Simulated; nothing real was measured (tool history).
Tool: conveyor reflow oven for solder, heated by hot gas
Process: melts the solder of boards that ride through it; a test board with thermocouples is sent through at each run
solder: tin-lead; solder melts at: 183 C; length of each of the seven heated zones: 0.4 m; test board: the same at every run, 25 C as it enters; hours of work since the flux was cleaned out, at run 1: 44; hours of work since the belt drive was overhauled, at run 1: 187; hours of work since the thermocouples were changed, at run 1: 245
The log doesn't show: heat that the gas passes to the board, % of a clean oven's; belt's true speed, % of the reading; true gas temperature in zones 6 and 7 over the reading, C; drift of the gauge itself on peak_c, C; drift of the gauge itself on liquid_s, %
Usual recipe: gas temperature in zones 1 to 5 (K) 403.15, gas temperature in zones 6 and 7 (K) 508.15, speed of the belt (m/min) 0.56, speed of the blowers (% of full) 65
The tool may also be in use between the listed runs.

| run | hour | gas temperature in zones 1 to 5 (K) | gas temperature in zones 6 and 7 (K) | speed of the belt (m/min) | speed of the blowers (% of full) | hours of work since the flux was cleaned out | hours of work since the belt drive was overhauled | hours of work since the thermocouples were changed | highest temperature of the board (K) | time above the solder's melting point (s) |
|---|---|---|---|---|---|---|---|---|---|---|
| 1 | 0 | 403.15 | 508.15 | 0.56 | 65 | 44 | 187 | 245 | 490.45 | 61.5 |
| 2 | 13.2 | 403.15 | 508.15 | 0.56 | 65 | 50 | 193 | 251 | 489.95 | 60.9 |
| 3 | 25.7 | 403.15 | 508.15 | 0.56 | 65 | 55 | 198 | 256 | 490.05 | 61.7 |
| 4 | 33.1 | 403.15 | 508.15 | 0.56 | 65 | 59 | 202 | 260 | 490.55 | 61.8 |
| 5 | 45.5 | 403.15 | 508.15 | 0.56 | 65 | 64 | 207 | 265 | 490.35 | 61.6 |
| 6 | 58.8 | 403.15 | 508.15 | 0.56 | 65 | 70 | 213 | 271 | 489.55 | 61.2 |
| 7 | 70.6 | 403.15 | 514.15 | 0.56 | 65 | 75 | 218 | 276 | 495.15 | 65.1 |
| 8 | 83 | 403.15 | 514.15 | 0.56 | 65 | 81 | 224 | 282 | 494.85 | 65.1 |
| 9 | 94.5 | 403.15 | 514.15 | 0.56 | 65 | 86 | 229 | 287 | 495.55 | 65 |

Estimate the outcome of run 10 from the log above:
| 10 | 100.4 | 403.15 | 508.15 | 0.56 | 55 | 89 | 231 | 290 | ? | ? |

{"run 10": {"highest temperature of the board (K)": 487.85, "time above the solder's melting point (s)": 58.5}}
Minus the tool's unlogged condition, the same run would have read highest temperature of the board (K) 489.25, time above the solder's melting point (s) 59.8.
